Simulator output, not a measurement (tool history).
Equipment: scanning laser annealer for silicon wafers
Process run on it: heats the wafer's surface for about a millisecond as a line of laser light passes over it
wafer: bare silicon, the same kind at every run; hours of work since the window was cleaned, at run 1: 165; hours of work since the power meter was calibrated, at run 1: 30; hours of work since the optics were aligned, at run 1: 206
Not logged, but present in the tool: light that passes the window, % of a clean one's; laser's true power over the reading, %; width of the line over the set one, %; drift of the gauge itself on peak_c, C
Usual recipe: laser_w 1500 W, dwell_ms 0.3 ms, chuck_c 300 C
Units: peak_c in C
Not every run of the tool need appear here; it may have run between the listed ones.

| run | hour | laser_w | dwell_ms | chuck_c | hours of work since the window was cleaned | hours of work since the power meter was calibrated | hours of work since the optics were aligned | peak_c |
|---|---|---|---|---|---|---|---|---|
| 1 | 0 | 1500 | 0.3 | 300 | 165 | 30 | 206 | 1128 |
| 2 | 22.5 | 1500 | 0.3 | 300 | 177 | 41 | 217 | 1123 |
| 3 | 47.8 | 1500 | 0.284 | 300 | 190 | 54 | 230 | 1102 |
| 4 | 73 | 1500 | 0.3 | 300 | 202 | 67 | 243 | 1125 |
| 5 | 92 | 1500 | 0.3 | 300 | 212 | 76 | 253 | 1123 |
| 6 | 106.8 | 1500 | 0.3 | 292 | 219 | 84 | 260 | 1116 |
| 7 | 130.2 | 1500 | 0.3 | 292 | 231 | 96 | 272 | 1112 |
| 8 | 148.7 | 1500 | 0.3 | 292 | 241 | 105 | 281 | 1112 |
| 9 | 172.5 | 1500 | 0.267 | 300 | 253 | 117 | 293 | 1075 |
| 10 | 188.8 | 1500 | 0.3 | 300 | 261 | 126 | 302 | 1123 |
| 11 | 200.3 | 1500 | 0.29 | 334 | 267 | 131 | 307 | 1142 |
| 12 | 216.6 | 1485 | 0.291 | 334 | 275 | 140 | 316 | 1134 |
| 13 | 233.4 | 1485 | 0.291 | 334 | 284 | 148 | 324 | 1134 |
| 14 | 245.5 | 1283 | 0.245 | 298 | 290 | 154 | 330 | 924 |
| 15 | 263.1 | 1377 | 0.283 | 280 | 299 | 163 | 339 | 1001 |
| 16 | 275.5 | 1481 | 0.302 | 300 | 305 | 169 | 346 | 1108 |
| 17 | 294.7 | 1539 | 0.316 | 304 | 315 | 179 | 355 | 1166 |
| 18 | 308 | 1376 | 0.3 | 339 | 321 | 186 | 362 | 1077 |
| 19 | 330.9 | 1500 | 0.253 | 300 | 333 | 198 | 374 | 1055 |
| 20 | 347.7 | 1470 | 0.316 | 300 | 341 | 206 | 382 | 1116 |

5 ways to go on from here, each from the tool as it stands after run 20. What would each give?
| A | 364.4 | 1500 | 0.3 | 285 | 350 | 214 | 391 | ? |
| B | 364.4 | 1394 | 0.355 | 315 | 350 | 214 | 391 | ? |
| C | 364.4 | 1500 | 0.316 | 300 | 350 | 214 | 391 | ? |
| D | 364.4 | 1537 | 0.282 | 277 | 350 | 214 | 391 | ? |
| E | 364.4 | 1541 | 0.345 | 300 | 350 | 214 | 391 | ? |

| run | peak_c |
|---|---|
| A | 1100 |
| B | 1126 |
| C | 1136 |
| D | 1092 |
| E | 1193 |
Without the tool's hidden state the same runs would have given:
| run | peak_c |
|---|---|
| A | 1119 |
| B | 1146 |
| C | 1157 |
| D | 1112 |
| E | 1215 |
